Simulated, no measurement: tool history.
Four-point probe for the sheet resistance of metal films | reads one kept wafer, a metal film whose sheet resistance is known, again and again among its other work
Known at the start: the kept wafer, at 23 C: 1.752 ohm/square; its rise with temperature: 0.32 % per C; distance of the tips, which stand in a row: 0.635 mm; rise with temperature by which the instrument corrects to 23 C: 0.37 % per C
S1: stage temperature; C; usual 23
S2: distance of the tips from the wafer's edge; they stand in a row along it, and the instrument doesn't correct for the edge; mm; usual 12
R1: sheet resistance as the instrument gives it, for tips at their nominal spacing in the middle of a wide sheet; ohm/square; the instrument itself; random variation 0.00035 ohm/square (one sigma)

{"run": 1, "hour": 0.0, "S1": 23, "S2": 12, "R1": 1.757896}
{"run": 2, "hour": 22.6, "S1": 23, "S2": 12, "R1": 1.758248}
{"run": 3, "hour": 49.6, "S1": 23, "S2": 12, "R1": 1.757174}
{"run": 4, "hour": 76.6, "S1": 23, "S2": 12, "R1": 1.758318}
{"run": 5, "hour": 90.4, "S1": 23, "S2": 12, "R1": 1.758369}
{"run": 6, "hour": 117.4, "S1": 23, "S2": 54, "R1": 1.755875}
{"run": 7, "hour": 141.0, "S1": 23, "S2": 12, "R1": 1.758619}
{"run": 8, "hour": 154.2, "S1": 27, "S2": 36, "R1": 1.753547}
{"run": 9, "hour": 174.5, "S1": 24, "S2": 9, "R1": 1.760781}
{"run": 10, "hour": 194.3, "S1": 23, "S2": 14, "R1": 1.758222}
{"run": 11, "hour": 211.6, "S1": 29, "S2": 27, "R1": 1.752489}
{"run": 12, "hour": 233.3, "S1": 27, "S2": 47, "R1": 1.75268}
{"run": 13, "hour": 255.8, "S1": 27, "S2": 47, "R1": 1.753269}

Forecast each of these 4 alternatives for the next run:
{"run": "A", "hour": 270.0, "S1": 23, "S2": 26, "R1": "?"}
{"run": "B", "hour": 270.0, "S1": 23, "S2": 21, "R1": "?"}
{"run": "C", "hour": 270.0, "S1": 30, "S2": 5, "R1": "?"}
{"run": "D", "hour": 270.0, "S1": 28, "S2": 7, "R1": "?"}

run=A R1=1.75691
run=B R1=1.757441
run=C R1=1.766424
run=D R1=1.760338
Without the tool's hidden state the same runs would have given:
run=A R1=1.752398
run=B R1=1.752928
run=C R1=1.761921
run=D R1=1.75584
